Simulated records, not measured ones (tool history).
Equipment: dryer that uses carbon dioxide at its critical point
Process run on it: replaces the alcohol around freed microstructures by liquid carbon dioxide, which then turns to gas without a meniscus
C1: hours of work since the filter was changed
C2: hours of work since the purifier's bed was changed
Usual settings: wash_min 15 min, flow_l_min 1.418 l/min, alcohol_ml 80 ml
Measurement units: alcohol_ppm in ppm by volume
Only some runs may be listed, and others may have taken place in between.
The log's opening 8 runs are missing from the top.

run 9 hour=154.7 | wash_min=15 flow_l_min=1.418 alcohol_ml=80 | C1=105 C2=210 | alcohol_ppm=190
run 10 hour=175.6 | wash_min=15 flow_l_min=1.418 alcohol_ml=95 | C1=113 C2=217 | alcohol_ppm=231
run 11 hour=193.9 | wash_min=15 flow_l_min=1.418 alcohol_ml=95 | C1=119 C2=224 | alcohol_ppm=238
run 12 hour=216.8 | wash_min=15 flow_l_min=1.418 alcohol_ml=95 | C1=128 C2=232 | alcohol_ppm=242
run 13 hour=231.3 | wash_min=15 flow_l_min=1.418 alcohol_ml=95 | C1=133 C2=237 | alcohol_ppm=240
run 14 hour=252.5 | wash_min=15 flow_l_min=1.418 alcohol_ml=95 | C1=140 C2=245 | alcohol_ppm=259
run 15 hour=267.3 | wash_min=15 flow_l_min=1.418 alcohol_ml=95 | C1=145 C2=250 | alcohol_ppm=269
run 16 hour=282.2 | wash_min=15 flow_l_min=1.230 alcohol_ml=95 | C1=151 C2=255 | alcohol_ppm=473
run 17 hour=310.8 | wash_min=15 flow_l_min=1.230 alcohol_ml=95 | C1=161 C2=265 | alcohol_ppm=470
run 18 hour=333.1 | wash_min=15 flow_l_min=1.770 alcohol_ml=80 | C1=169 C2=273 | alcohol_ppm=101
run 19 hour=349.4 | wash_min=15 flow_l_min=1.770 alcohol_ml=80 | C1=175 C2=279 | alcohol_ppm=100
run 20 hour=369.0 | wash_min=15 flow_l_min=1.990 alcohol_ml=80 | C1=182 C2=286 | alcohol_ppm=77
run 21 hour=390.5 | wash_min=13 flow_l_min=1.990 alcohol_ml=80 | C1=189 C2=294 | alcohol_ppm=131
run 22 hour=412.2 | wash_min=13 flow_l_min=1.990 alcohol_ml=80 | C1=197 C2=302 | alcohol_ppm=127
run 23 hour=433.8 | wash_min=13 flow_l_min=1.990 alcohol_ml=80 | C1=205 C2=309 | alcohol_ppm=137
run 24 hour=450.1 | wash_min=13 flow_l_min=1.990 alcohol_ml=80 | C1=210 C2=315 | alcohol_ppm=137
run 25 hour=470.1 | wash_min=12 flow_l_min=1.850 alcohol_ml=80 | C1=218 C2=322 | alcohol_ppm=233
run 26 hour=491.1 | wash_min=12 flow_l_min=1.850 alcohol_ml=80 | C1=225 C2=330 | alcohol_ppm=253
run 27 hour=518.7 | wash_min=21 flow_l_min=1.418 alcohol_ml=80 | C1=235 C2=339 | alcohol_ppm=81
run 28 hour=537.9 | wash_min=21 flow_l_min=1.418 alcohol_ml=80 | C1=242 C2=346 | alcohol_ppm=86
-- hour=541.7 inlet filter changed
run 29 hour=566.5 | wash_min=13 flow_l_min=1.418 alcohol_ml=51 | C1=9 C2=356 | alcohol_ppm=188
run 30 hour=592.5 | wash_min=16 flow_l_min=0.920 alcohol_ml=27 | C1=18 C2=365 | alcohol_ppm=223

What does the tool deliver on the next run?
run 31 hour=618.5 | wash_min=16 flow_l_min=1.590 alcohol_ml=27 | C1=27 C2=374 | alcohol_ppm=?

{"run 31": {"alcohol_ppm": 55}}
The same run, on a tool lacking any hidden state, would have yielded alcohol_ppm 22 ppm by volume.
